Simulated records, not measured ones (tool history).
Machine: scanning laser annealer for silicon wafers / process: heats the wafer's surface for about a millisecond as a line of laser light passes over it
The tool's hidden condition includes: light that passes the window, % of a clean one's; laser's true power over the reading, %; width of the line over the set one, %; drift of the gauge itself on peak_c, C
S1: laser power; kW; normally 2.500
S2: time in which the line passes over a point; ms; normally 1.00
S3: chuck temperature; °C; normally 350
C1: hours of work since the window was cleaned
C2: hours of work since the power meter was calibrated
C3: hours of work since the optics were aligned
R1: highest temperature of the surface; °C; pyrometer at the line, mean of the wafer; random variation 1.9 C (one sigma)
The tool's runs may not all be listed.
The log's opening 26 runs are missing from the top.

run,hour,S1,S2,S3,C1,C2,C3,R1
27,1241.0,2.349,1.23,325,502,1498,502,1106
28,1289.0,2.349,1.23,325,521,1517,521,1105
29,1342.4,2.379,0.86,317,543,1539,543,970
30,1393.1,2.588,1.16,350,563,1560,563,1192
31,1457.5,2.588,1.16,346,590,1586,590,1187
32,1504.5,2.500,1.00,372,609,1605,609,1117
33,1567.6,2.465,0.70,313,634,1630,634,917
34,1633.8,2.429,0.70,355,661,1657,661,950
35,1682.9,2.627,0.96,311,681,1677,681,1076
36,1724.6,2.500,1.13,362,697,1693,697,1150
37,1789.1,2.424,0.96,364,723,1720,723,1063
38,1842.2,2.203,1.17,350,745,1741,745,1046
# hour 1893.0: window over the wafer cleaned
39,1893.0,2.707,0.98,388,0,1761,765,1234
40,1929.3,2.244,1.10,366,15,1775,779,1093
41,1981.5,2.271,0.70,367,36,1796,800,947

Each row is a separate what-if for the run after 41, all from the same tool condition, not one after another. Results?
A,2024.0,2.730,0.79,350,53,1814,818,?
B,2024.0,2.448,0.97,349,53,1814,818,?
C,2024.0,2.531,1.16,323,53,1814,818,?
D,2024.0,2.271,1.10,367,53,1814,818,?

run,R1
A,1107
B,1093
C,1174
D,1096
Take away the tool's hidden state, keep each run's random variation, and the runs would have read:
run,R1
A,1108
B,1094
C,1175
D,1097
